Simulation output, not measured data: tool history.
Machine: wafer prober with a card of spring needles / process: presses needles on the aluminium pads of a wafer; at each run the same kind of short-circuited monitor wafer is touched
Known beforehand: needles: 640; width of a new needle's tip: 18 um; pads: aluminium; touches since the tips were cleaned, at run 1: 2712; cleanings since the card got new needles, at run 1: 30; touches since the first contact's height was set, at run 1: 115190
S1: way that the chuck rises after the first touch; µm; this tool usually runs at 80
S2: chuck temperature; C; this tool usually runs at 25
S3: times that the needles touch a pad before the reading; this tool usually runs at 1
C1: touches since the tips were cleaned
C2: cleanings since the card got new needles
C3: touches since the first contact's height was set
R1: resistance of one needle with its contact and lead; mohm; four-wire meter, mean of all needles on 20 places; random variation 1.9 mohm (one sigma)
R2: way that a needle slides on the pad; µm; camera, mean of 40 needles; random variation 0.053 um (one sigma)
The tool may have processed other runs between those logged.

run	day	S1	S2	S3	C1	C2	C3	R1	R2
1	0.000	80	25	1	2712	30	115190	279	20.79
# day 0.146: tips cleaned on abrasive film
# day 0.600: tips cleaned on abrasive film
2	0.846	80	84	1	1912	32	121718	279	20.80
# day 1.042: tips cleaned on abrasive film
# day 1.054: height of the first contact set anew
3	1.446	75	84	1	3074	33	3074	316	19.02
# day 1.546: tips cleaned on abrasive film
# day 2.038: tips cleaned on abrasive film
4	2.188	75	84	1	1170	35	8788	272	19.06
# day 2.500: tips cleaned on abrasive film
# day 2.917: tips cleaned on abrasive film
5	3.008	75	84	1	709	37	15126	262	18.94
# day 3.342: tips cleaned on abrasive film
# day 3.754: tips cleaned on abrasive film
6	3.842	75	84	1	678	39	21560	259	18.89
# day 4.196: tips cleaned on abrasive film
# day 4.642: tips cleaned on abrasive film
7	4.812	75	84	1	1322	41	29049	275	18.86
# day 5.083: tips cleaned on abrasive film
# day 5.562: tips cleaned on abrasive film
8	5.912	75	84	1	2738	43	37568	306	18.84
# day 6.012: tips cleaned on abrasive film
# day 6.446: tips cleaned on abrasive film
# day 6.912: tips cleaned on abrasive film
9	6.912	75	84	1	0	46	45284	236	18.77
# day 7.371: tips cleaned on abrasive film
# day 7.675: height of the first contact set anew, once more
# day 7.812: tips cleaned on abrasive film
10	7.871	75	84	1	474	48	1493	253	20.18
# day 8.288: tips cleaned on abrasive film
# day 8.738: tips cleaned on abrasive film
11	8.842	84	84	1	795	50	8981	251	22.42
# day 9.212: tips cleaned on abrasive film
# day 9.650: tips cleaned on abrasive film
12	9.875	84	84	1	1746	52	16983	277	22.51
# day 10.133: tips cleaned on abrasive film
13	10.367	84	84	1	1822	53	20791	270	22.41
# day 10.575: tips cleaned on abrasive film
# day 11.000: tips cleaned on abrasive film
14	11.075	84	84	1	595	55	26245	251	22.36
# day 11.429: tips cleaned on abrasive film
# day 11.892: tips cleaned on abrasive film
15	12.158	84	84	1	2088	57	34639	282	22.39
# day 12.396: tips cleaned on abrasive film
# day 12.879: tips cleaned on abrasive film
16	13.100	84	84	1	1724	59	41921	279	22.27
# day 13.317: tips cleaned on abrasive film
17	13.617	93	84	1	2342	60	45894	272	24.79
# day 13.771: tips cleaned on abrasive film
# day 14.183: tips cleaned on abrasive film
18	14.183	93	84	1	0	62	50268	225	24.69
# day 14.692: tips cleaned on abrasive film
19	14.971	95	36	2	2193	63	56376	237	25.22
# day 15.125: tips cleaned on abrasive film
# day 15.600: tips cleaned on abrasive film
20	15.938	95	36	2	2631	65	63826	242	25.17
# day 16.083: tips cleaned on abrasive film
# day 16.517: tips cleaned on abrasive film
21	16.521	95	36	2	39	67	68311	214	25.14
# day 16.988: tips cleaned on abrasive film
# day 17.425: tips cleaned on abrasive film
22	17.596	96	25	1	1344	69	76636	253	25.28
# day 17.854: tips cleaned on abrasive film
23	18.171	87	84	3	2477	70	81099	247	22.88
# day 18.271: tips cleaned on abrasive film
# day 18.721: tips cleaned on abrasive film
24	18.767	62	47	1	356	72	85681	251	16.09
# day 19.138: tips cleaned on abrasive film
25	19.250	79	64	1	894	73	89408	259	20.69
# day 19.588: tips cleaned on abrasive film
# day 20.042: tips cleaned on abrasive film
26	20.067	69	47	1	183	75	95708	230	17.96
# day 20.492: tips cleaned on abrasive film
# day 20.929: tips cleaned on abrasive film
27	21.162	99	86	2	1805	77	104174	245	25.92
# day 21.358: tips cleaned on abrasive film
# day 21.812: tips cleaned on abrasive film
28	22.012	66	43	1	1578	79	110758	310	17.03
# day 22.275: tips cleaned on abrasive film
29	22.525	66	95	1	1967	80	114730	324	17.05
# day 22.708: tips cleaned on abrasive film
30	23.008	77	125	1	2331	81	118447	307	19.92
# day 23.129: tips cleaned on abrasive film
# day 23.558: tips cleaned on abrasive film
# day 23.650: height of the first contact set anew
# day 24.021: tips cleaned on abrasive film
31	24.021	63	48	2	0	84	2840	223	16.91

Pick out some run-to-run changes in R1. Of each, how much would a tool without hidden state show as well, from the settings, what came in and chance, and how much is left for the hidden state and any gauge scatter not in both results compared?
Unlogged tool condition in this case: debris on the tips, nm; way that the needles fall short of the set height, um; tips' diameter, um; drift of the gauge itself on contact_mohm, %; drift of the gauge itself on scrub_um, %.
Run 8 -> 9: tips cleaned on abrasive film, tips cleaned on abrasive film, tips cleaned on abrasive film. R1 -70 mohm: hidden state -73, all else +3.
Run 27 -> 28: S1 99 -> 66, S2 86 -> 43, S3 2 -> 1, tips cleaned on abrasive film, tips cleaned on abrasive film. R1 +65 mohm: hidden state +68, all else -3.
Run 30 -> 31: S1 77 -> 63, S2 125 -> 48, S3 1 -> 2, tips cleaned on abrasive film, tips cleaned on abrasive film, height of the first contact set anew, tips cleaned on abrasive film. R1 -84 mohm: hidden state -68, all else -16.

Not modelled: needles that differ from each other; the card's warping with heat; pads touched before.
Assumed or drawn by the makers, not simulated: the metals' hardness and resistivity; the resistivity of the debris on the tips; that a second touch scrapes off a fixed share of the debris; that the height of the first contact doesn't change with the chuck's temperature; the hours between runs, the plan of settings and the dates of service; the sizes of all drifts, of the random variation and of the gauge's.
